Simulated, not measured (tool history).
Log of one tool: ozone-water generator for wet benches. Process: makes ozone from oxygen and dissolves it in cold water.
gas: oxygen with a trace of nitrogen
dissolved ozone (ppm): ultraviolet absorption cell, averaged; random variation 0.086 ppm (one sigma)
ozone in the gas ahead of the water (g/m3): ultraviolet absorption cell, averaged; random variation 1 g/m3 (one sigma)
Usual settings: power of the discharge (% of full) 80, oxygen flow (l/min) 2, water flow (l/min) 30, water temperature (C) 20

run,day,power of the discharge (% of full),oxygen flow (l/min),water flow (l/min),water temperature (C),dissolved ozone (ppm),ozone in the gas ahead of the water (g/m3)
1,0,80,2,30,20,5.66,177.5
2,1.05,41,2,30,20,3.13,99.4
3,2.112,41,2,30,20,3.26,98.7
4,3.275,66,2,30,20,4.84,149
5,4.412,66,2,30,20,4.86,148.4
6,5.012,72,1.14,30,20,4.45,220.6
7,5.988,72,1.14,30,20,4.4,221.2

The next listed run, before its measurement:
8,6.542,72,1.14,25,17,?,?

dissolved ozone (ppm): 5.54
ozone in the gas ahead of the water (g/m3): 220
Without the tool's hidden state the same run would have given dissolved ozone (ppm) 6.16, ozone in the gas ahead of the water (g/m3) 223.7.
